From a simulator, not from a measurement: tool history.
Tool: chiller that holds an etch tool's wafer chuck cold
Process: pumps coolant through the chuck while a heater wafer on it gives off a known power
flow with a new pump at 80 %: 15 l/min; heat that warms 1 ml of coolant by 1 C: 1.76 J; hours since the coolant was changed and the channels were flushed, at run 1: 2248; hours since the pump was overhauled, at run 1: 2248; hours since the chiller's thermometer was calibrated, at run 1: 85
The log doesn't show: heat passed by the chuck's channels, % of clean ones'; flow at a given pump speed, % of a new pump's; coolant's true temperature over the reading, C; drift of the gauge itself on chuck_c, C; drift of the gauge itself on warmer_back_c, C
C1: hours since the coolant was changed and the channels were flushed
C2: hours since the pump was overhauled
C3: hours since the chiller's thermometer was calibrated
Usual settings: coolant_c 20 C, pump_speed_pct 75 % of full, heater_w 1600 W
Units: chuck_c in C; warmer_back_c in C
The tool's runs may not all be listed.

{"run": 1, "hour": 0.0, "coolant_c": 20, "pump_speed_pct": 75, "heater_w": 1600, "C1": 2248, "C2": 2248, "C3": 85, "chuck_c": 29.8, "warmer_back_c": 3.89}
{"run": 2, "hour": 119.6, "coolant_c": 25, "pump_speed_pct": 75, "heater_w": 1600, "C1": 2368, "C2": 2368, "C3": 205, "chuck_c": 34.7, "warmer_back_c": 3.96}
{"run": 3, "hour": 341.0, "coolant_c": 25, "pump_speed_pct": 75, "heater_w": 1600, "C1": 2589, "C2": 2589, "C3": 426, "chuck_c": 34.7, "warmer_back_c": 3.97}
{"run": 4, "hour": 534.4, "coolant_c": 20, "pump_speed_pct": 75, "heater_w": 916, "C1": 2782, "C2": 2782, "C3": 619, "chuck_c": 25.6, "warmer_back_c": 2.26}
{"run": 5, "hour": 710.4, "coolant_c": 20, "pump_speed_pct": 75, "heater_w": 916, "C1": 2958, "C2": 2958, "C3": 795, "chuck_c": 25.5, "warmer_back_c": 2.32}
{"run": 6, "hour": 908.7, "coolant_c": 20, "pump_speed_pct": 75, "heater_w": 916, "C1": 3157, "C2": 3157, "C3": 994, "chuck_c": 25.5, "warmer_back_c": 2.26}
{"run": 7, "hour": 1116.1, "coolant_c": 20, "pump_speed_pct": 75, "heater_w": 1600, "C1": 3364, "C2": 3364, "C3": 1201, "chuck_c": 29.7, "warmer_back_c": 3.98}
{"run": 8, "hour": 1245.4, "coolant_c": 20, "pump_speed_pct": 75, "heater_w": 1600, "C1": 3493, "C2": 3493, "C3": 1330, "chuck_c": 29.8, "warmer_back_c": 4.02}
{"run": 9, "hour": 1395.7, "coolant_c": 20, "pump_speed_pct": 75, "heater_w": 1600, "C1": 3644, "C2": 3644, "C3": 1481, "chuck_c": 29.8, "warmer_back_c": 4.04}
{"run": 10, "hour": 1542.6, "coolant_c": 12, "pump_speed_pct": 75, "heater_w": 1600, "C1": 3791, "C2": 3791, "C3": 1628, "chuck_c": 21.8, "warmer_back_c": 4.14}
{"run": 11, "hour": 1678.2, "coolant_c": 23, "pump_speed_pct": 78, "heater_w": 1600, "C1": 3926, "C2": 3926, "C3": 1763, "chuck_c": 32.7, "warmer_back_c": 3.88}
{"run": 12, "hour": 1911.5, "coolant_c": 18, "pump_speed_pct": 75, "heater_w": 1954, "C1": 4159, "C2": 4159, "C3": 1996, "chuck_c": 30.1, "warmer_back_c": 4.96}
{"run": 13, "hour": 2137.8, "coolant_c": 29, "pump_speed_pct": 75, "heater_w": 920, "C1": 4386, "C2": 4386, "C3": 2223, "chuck_c": 34.6, "warmer_back_c": 2.41}
{"hour": 2160.7, "done": "chiller's thermometer calibrated"}
{"run": 14, "hour": 2264.0, "coolant_c": 29, "pump_speed_pct": 75, "heater_w": 920, "C1": 4511, "C2": 4511, "C3": 103, "chuck_c": 34.6, "warmer_back_c": 2.42}
{"run": 15, "hour": 2416.3, "coolant_c": 16, "pump_speed_pct": 89, "heater_w": 1174, "C1": 4663, "C2": 4663, "C3": 256, "chuck_c": 22.3, "warmer_back_c": 2.6}
{"run": 16, "hour": 2631.5, "coolant_c": 13, "pump_speed_pct": 78, "heater_w": 2164, "C1": 4878, "C2": 4878, "C3": 471, "chuck_c": 25.7, "warmer_back_c": 5.26}
{"run": 17, "hour": 2825.8, "coolant_c": 13, "pump_speed_pct": 75, "heater_w": 980, "C1": 5073, "C2": 5073, "C3": 665, "chuck_c": 19, "warmer_back_c": 2.64}
{"hour": 2876.6, "done": "coolant changed, channels flushed"}
{"hour": 2953.2, "done": "coolant pump overhauled"}
{"run": 18, "hour": 2954.7, "coolant_c": 12, "pump_speed_pct": 75, "heater_w": 1888, "C1": 73, "C2": 1, "C3": 783, "chuck_c": 23.4, "warmer_back_c": 4.78}

4 ways to go on from here, each from the tool as it stands after run 18. What would each give?
{"run": "A", "hour": 3133.8, "coolant_c": 20, "pump_speed_pct": 75, "heater_w": 1914, "C1": 252, "C2": 181, "C3": 962, "chuck_c": "?", "warmer_back_c": "?"}
{"run": "B", "hour": 3133.8, "coolant_c": 20, "pump_speed_pct": 75, "heater_w": 1625, "C1": 252, "C2": 181, "C3": 962, "chuck_c": "?", "warmer_back_c": "?"}
{"run": "C", "hour": 3133.8, "coolant_c": 13, "pump_speed_pct": 72, "heater_w": 827, "C1": 252, "C2": 181, "C3": 962, "chuck_c": "?", "warmer_back_c": "?"}
{"run": "D", "hour": 3133.8, "coolant_c": 20, "pump_speed_pct": 72, "heater_w": 1600, "C1": 252, "C2": 181, "C3": 962, "chuck_c": "?", "warmer_back_c": "?"}

run=A chuck_c=31.8 warmer_back_c=4.89
run=B chuck_c=29.8 warmer_back_c=4.23
run=C chuck_c=18.2 warmer_back_c=2.33
run=D chuck_c=30 warmer_back_c=4.33
Without the tool's hidden state the same runs would have given:
run=A chuck_c=31.8 warmer_back_c=4.63
run=B chuck_c=29.8 warmer_back_c=3.97
run=C chuck_c=18.2 warmer_back_c=2.07
run=D chuck_c=30 warmer_back_c=4.07
